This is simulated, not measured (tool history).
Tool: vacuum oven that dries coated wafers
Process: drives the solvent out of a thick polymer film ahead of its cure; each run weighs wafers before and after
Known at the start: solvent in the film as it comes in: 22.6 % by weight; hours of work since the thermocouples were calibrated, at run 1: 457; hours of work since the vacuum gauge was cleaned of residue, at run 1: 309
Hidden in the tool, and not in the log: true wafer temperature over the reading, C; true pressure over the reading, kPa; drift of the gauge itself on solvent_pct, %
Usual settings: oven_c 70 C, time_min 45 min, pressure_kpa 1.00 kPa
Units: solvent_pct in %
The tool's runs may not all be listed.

| run | hour | oven_c | time_min | pressure_kpa | hours of work since the thermocouples were calibrated | hours of work since the vacuum gauge was cleaned of residue | solvent_pct |
|---|---|---|---|---|---|---|---|
| 1 | 0.0 | 70 | 45 | 1.00 | 457 | 309 | 2.82 |
| 2 | 31.2 | 70 | 45 | 1.00 | 470 | 322 | 2.83 |
| 3 | 64.9 | 70 | 45 | 1.00 | 484 | 336 | 2.82 |
| 4 | 97.0 | 70 | 45 | 1.00 | 497 | 349 | 2.84 |
| 5 | 112.1 | 65 | 45 | 1.00 | 503 | 355 | 4.11 |
| 6 | 127.2 | 70 | 45 | 1.00 | 509 | 361 | 2.82 |
| 7 | 157.1 | 70 | 45 | 1.07 | 521 | 373 | 2.86 |
| 8 | 178.3 | 79 | 45 | 1.07 | 530 | 382 | 1.31 |
| 9 | 199.0 | 70 | 45 | 3.30 | 538 | 390 | 4.34 |
| 10 | 227.3 | 70 | 45 | 3.30 | 550 | 402 | 4.32 |
| 11 | 248.2 | 70 | 45 | 3.30 | 558 | 410 | 4.34 |
| 12 | 272.6 | 70 | 45 | 3.30 | 568 | 420 | 4.36 |
| 13 | 288.6 | 70 | 45 | 3.30 | 575 | 427 | 4.34 |
| 14 | 321.4 | 70 | 45 | 3.30 | 588 | 440 | 4.33 |
| 15 | 343.5 | 70 | 45 | 1.00 | 597 | 449 | 2.83 |
| 16 | 376.1 | 70 | 45 | 1.00 | 610 | 462 | 2.84 |
| 17 | 405.9 | 78 | 45 | 1.00 | 622 | 474 | 1.38 |
| 18 | 428.3 | 78 | 45 | 1.00 | 631 | 483 | 1.40 |
| 19 | 450.7 | 81 | 45 | 1.00 | 640 | 493 | 1.04 |
| 20 | 473.4 | 70 | 45 | 1.00 | 650 | 502 | 2.78 |
| 21 | 501.8 | 70 | 45 | 1.00 | 661 | 513 | 2.80 |
| 22 | 529.6 | 70 | 45 | 3.01 | 672 | 525 | 4.14 |
| 23 | 561.5 | 66 | 37 | 0.73 | 685 | 538 | 4.67 |
| 24 | 582.0 | 66 | 37 | 0.73 | 694 | 546 | 4.73 |
| 25 | 597.2 | 66 | 26 | 2.38 | 700 | 552 | 7.95 |
| 26 | 617.7 | 70 | 40 | 0.54 | 708 | 560 | 3.06 |
| 27 | 639.3 | 70 | 40 | 0.54 | 717 | 569 | 3.05 |
| 28 | 653.5 | 64 | 72 | 3.96 | 723 | 575 | 4.89 |
| 29 | 671.6 | 60 | 60 | 0.50 | 730 | 582 | 3.53 |
| 30 | 692.4 | 84 | 26 | 1.00 | 739 | 591 | 2.27 |
| 31 | 717.2 | 84 | 26 | 1.00 | 749 | 601 | 2.28 |
| 32 | 748.5 | 70 | 22 | 1.00 | 761 | 614 | 6.92 |
| 33 | 767.5 | 70 | 22 | 1.00 | 769 | 621 | 6.88 |
| 34 | 794.4 | 58 | 22 | 1.00 | 780 | 632 | 10.71 |
| 35 | 817.5 | 58 | 28 | 0.67 | 789 | 642 | 8.99 |
| 36 | 837.0 | 70 | 45 | 2.98 | 797 | 650 | 4.08 |
| 37 | 863.0 | 70 | 27 | 3.32 | 808 | 660 | 6.89 |
| 38 | 887.4 | 70 | 27 | 3.84 | 818 | 670 | 7.18 |
| 39 | 905.0 | 74 | 78 | 3.15 | 825 | 677 | 2.18 |
| 40 | 927.6 | 62 | 78 | 0.62 | 834 | 686 | 2.01 |
| 41 | 961.0 | 73 | 43 | 0.58 | 848 | 700 | 2.08 |
| 42 | 987.2 | 73 | 39 | 0.93 | 858 | 711 | 2.71 |
| 43 | 1016.5 | 62 | 57 | 2.35 | 870 | 723 | 4.87 |
| 44 | 1046.0 | 65 | 45 | 1.00 | 882 | 735 | 4.05 |

5 ways to go on from here, each from the tool as it stands after run 44. What would each give?
| A | 1077.5 | 85 | 45 | 1.00 | 895 | 747 | ? |
| B | 1077.5 | 61 | 41 | 3.55 | 895 | 747 | ? |
| C | 1077.5 | 66 | 45 | 1.00 | 895 | 747 | ? |
| D | 1077.5 | 63 | 23 | 0.99 | 895 | 747 | ? |
| E | 1077.5 | 65 | 73 | 1.00 | 895 | 747 | ? |

| run | solvent_pct |
|---|---|
| A | 0.70 |
| B | 7.95 |
| C | 3.76 |
| D | 8.80 |
| E | 2.02 |
Without the tool's hidden state the same runs would have given:
| run | solvent_pct |
|---|---|
| A | 0.72 |
| B | 8.24 |
| C | 3.95 |
| D | 9.05 |
| E | 2.11 |
